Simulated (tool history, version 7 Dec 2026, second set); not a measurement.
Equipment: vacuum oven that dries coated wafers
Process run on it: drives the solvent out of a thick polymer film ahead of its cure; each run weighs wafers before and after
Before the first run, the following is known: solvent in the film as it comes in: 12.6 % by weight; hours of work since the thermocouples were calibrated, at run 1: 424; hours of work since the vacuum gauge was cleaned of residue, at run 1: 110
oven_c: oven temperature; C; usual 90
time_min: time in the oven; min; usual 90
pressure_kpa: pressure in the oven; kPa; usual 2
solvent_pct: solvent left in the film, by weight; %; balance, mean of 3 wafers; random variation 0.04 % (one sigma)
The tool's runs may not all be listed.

| run | hour | oven_c | time_min | pressure_kpa | hours of work since the thermocouples were calibrated | hours of work since the vacuum gauge was cleaned of residue | solvent_pct |
|---|---|---|---|---|---|---|---|
| 1 | 0 | 90 | 90 | 2 | 424 | 110 | 2.07 |
| 2 | 12.2 | 90 | 90 | 2 | 432 | 118 | 2.06 |
| 3 | 20.2 | 97 | 90 | 2 | 437 | 122 | 0.93 |
| 4 | 31.1 | 90 | 90 | 6.78 | 443 | 129 | 3.26 |
| 5 | 44.8 | 90 | 90 | 6.78 | 451 | 137 | 3.23 |
| 6 | 53.1 | 90 | 90 | 2.24 | 456 | 142 | 2.21 |
| 7 | 66 | 90 | 90 | 2.24 | 464 | 150 | 2.21 |
| 8 | 73.8 | 103 | 93 | 5.56 | 469 | 154 | 1.03 |
| 9 | 83.7 | 103 | 93 | 5.56 | 475 | 160 | 1.02 |
| 10 | 89.5 | 103 | 93 | 5.56 | 478 | 164 | 1.05 |
| 11 | 101.2 | 102 | 92 | 2.91 | 485 | 171 | 0.6 |
| 12 | 107.3 | 102 | 71 | 1.04 | 489 | 175 | 0.58 |
| 13 | 120.2 | 86 | 85 | 1.09 | 496 | 182 | 3.05 |
| 14 | 131.2 | 94 | 90 | 1.92 | 503 | 189 | 1.37 |

4 ways to go on from here, each from the tool as it stands after run 14. What would each give?
| A | 140.8 | 96 | 125 | 1.43 | 509 | 195 | ? |
| B | 140.8 | 90 | 90 | 7.31 | 509 | 195 | ? |
| C | 140.8 | 94 | 90 | 6.93 | 509 | 195 | ? |
| D | 140.8 | 103 | 90 | 6 | 509 | 195 | ? |

| run | solvent_pct |
|---|---|
| A | 0.53 |
| B | 3.29 |
| C | 2.36 |
| D | 1.13 |
Had the tool no hidden state, the same runs would have come out as:
| run | solvent_pct |
|---|---|
| A | 0.52 |
| B | 3.28 |
| C | 2.35 |
| D | 1.13 |

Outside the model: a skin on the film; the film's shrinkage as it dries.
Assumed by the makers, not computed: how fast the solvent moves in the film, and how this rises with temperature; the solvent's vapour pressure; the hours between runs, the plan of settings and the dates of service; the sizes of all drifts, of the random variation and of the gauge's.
